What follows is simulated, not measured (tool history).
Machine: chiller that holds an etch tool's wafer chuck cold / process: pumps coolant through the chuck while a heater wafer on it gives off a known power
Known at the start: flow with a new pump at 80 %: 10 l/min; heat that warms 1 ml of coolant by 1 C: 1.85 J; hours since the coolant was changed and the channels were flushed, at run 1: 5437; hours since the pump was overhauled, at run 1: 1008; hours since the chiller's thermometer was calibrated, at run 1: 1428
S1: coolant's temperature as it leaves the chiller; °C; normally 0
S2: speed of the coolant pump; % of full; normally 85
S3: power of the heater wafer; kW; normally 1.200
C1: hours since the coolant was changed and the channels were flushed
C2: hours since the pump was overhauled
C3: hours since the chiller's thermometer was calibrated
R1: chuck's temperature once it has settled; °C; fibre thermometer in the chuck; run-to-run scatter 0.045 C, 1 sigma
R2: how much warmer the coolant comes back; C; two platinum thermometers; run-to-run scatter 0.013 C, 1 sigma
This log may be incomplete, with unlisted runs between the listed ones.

{"run": 1, "hour": 0.0, "S1": 0, "S2": 85, "S3": 1.2, "C1": 5437, "C2": 1008, "C3": 1428, "R1": 8.55, "R2": 3.63}
{"run": 2, "hour": 20.0, "S1": 0, "S2": 85, "S3": 1.2, "C1": 5457, "C2": 1028, "C3": 1448, "R1": 8.54, "R2": 3.63}
{"run": 3, "hour": 56.6, "S1": 0, "S2": 85, "S3": 1.2, "C1": 5494, "C2": 1065, "C3": 1484, "R1": 8.46, "R2": 3.62}
{"run": 4, "hour": 80.2, "S1": 5, "S2": 85, "S3": 1.2, "C1": 5517, "C2": 1088, "C3": 1508, "R1": 13.64, "R2": 3.63}
{"run": 5, "hour": 110.2, "S1": 0, "S2": 85, "S3": 1.2, "C1": 5547, "C2": 1118, "C3": 1538, "R1": 8.52, "R2": 3.61}
{"run": 6, "hour": 129.7, "S1": 0, "S2": 85, "S3": 1.2, "C1": 5567, "C2": 1138, "C3": 1557, "R1": 8.62, "R2": 3.64}
{"run": 7, "hour": 162.9, "S1": 0, "S2": 85, "S3": 1.2, "C1": 5600, "C2": 1171, "C3": 1590, "R1": 8.57, "R2": 3.62}
{"run": 8, "hour": 188.0, "S1": 0, "S2": 85, "S3": 1.2, "C1": 5625, "C2": 1196, "C3": 1616, "R1": 8.61, "R2": 3.65}
{"run": 9, "hour": 217.5, "S1": 0, "S2": 85, "S3": 1.2, "C1": 5655, "C2": 1226, "C3": 1645, "R1": 8.56, "R2": 3.63}
{"run": 10, "hour": 242.4, "S1": 0, "S2": 85, "S3": 1.2, "C1": 5680, "C2": 1251, "C3": 1670, "R1": 8.57, "R2": 3.65}
{"run": 11, "hour": 263.6, "S1": 7, "S2": 93, "S3": 0.97, "C1": 5701, "C2": 1272, "C3": 1691, "R1": 13.25, "R2": 2.64}
{"run": 12, "hour": 300.5, "S1": 2, "S2": 76, "S3": 1.044, "C1": 5738, "C2": 1309, "C3": 1728, "R1": 10.27, "R2": 3.57}
{"run": 13, "hour": 319.2, "S1": 2, "S2": 76, "S3": 1.044, "C1": 5756, "C2": 1327, "C3": 1747, "R1": 10.22, "R2": 3.58}
{"run": 14, "hour": 339.2, "S1": -7, "S2": 79, "S3": 0.981, "C1": 5776, "C2": 1347, "C3": 1767, "R1": 0.49, "R2": 3.23}
{"run": 15, "hour": 373.5, "S1": -9, "S2": 62, "S3": 1.194, "C1": 5811, "C2": 1382, "C3": 1801, "R1": 2.54, "R2": 5.14}
{"run": 16, "hour": 406.9, "S1": -9, "S2": 62, "S3": 1.194, "C1": 5844, "C2": 1415, "C3": 1834, "R1": 2.56, "R2": 5.18}

Here are 3 independent what-if runs from the current tool condition. What would each one return?
{"run": "A", "hour": 424.5, "S1": 0, "S2": 61, "S3": 1.598, "C1": 5862, "C2": 1433, "C3": 1852, "R1": "?", "R2": "?"}
{"run": "B", "hour": 424.5, "S1": -5, "S2": 62, "S3": 1.194, "C1": 5862, "C2": 1433, "C3": 1852, "R1": "?", "R2": "?"}
{"run": "C", "hour": 424.5, "S1": 6, "S2": 85, "S3": 1.2, "C1": 5862, "C2": 1433, "C3": 1852, "R1": "?", "R2": "?"}

run=A R1=15.72 R2=7.01
run=B R1=6.56 R2=5.18
run=C R1=14.56 R2=3.63
What these runs would have given with no unlogged condition in the tool:
run=A R1=14.68 R2=7.00
run=B R1=5.87 R2=5.17
run=C R1=14.09 R2=3.63

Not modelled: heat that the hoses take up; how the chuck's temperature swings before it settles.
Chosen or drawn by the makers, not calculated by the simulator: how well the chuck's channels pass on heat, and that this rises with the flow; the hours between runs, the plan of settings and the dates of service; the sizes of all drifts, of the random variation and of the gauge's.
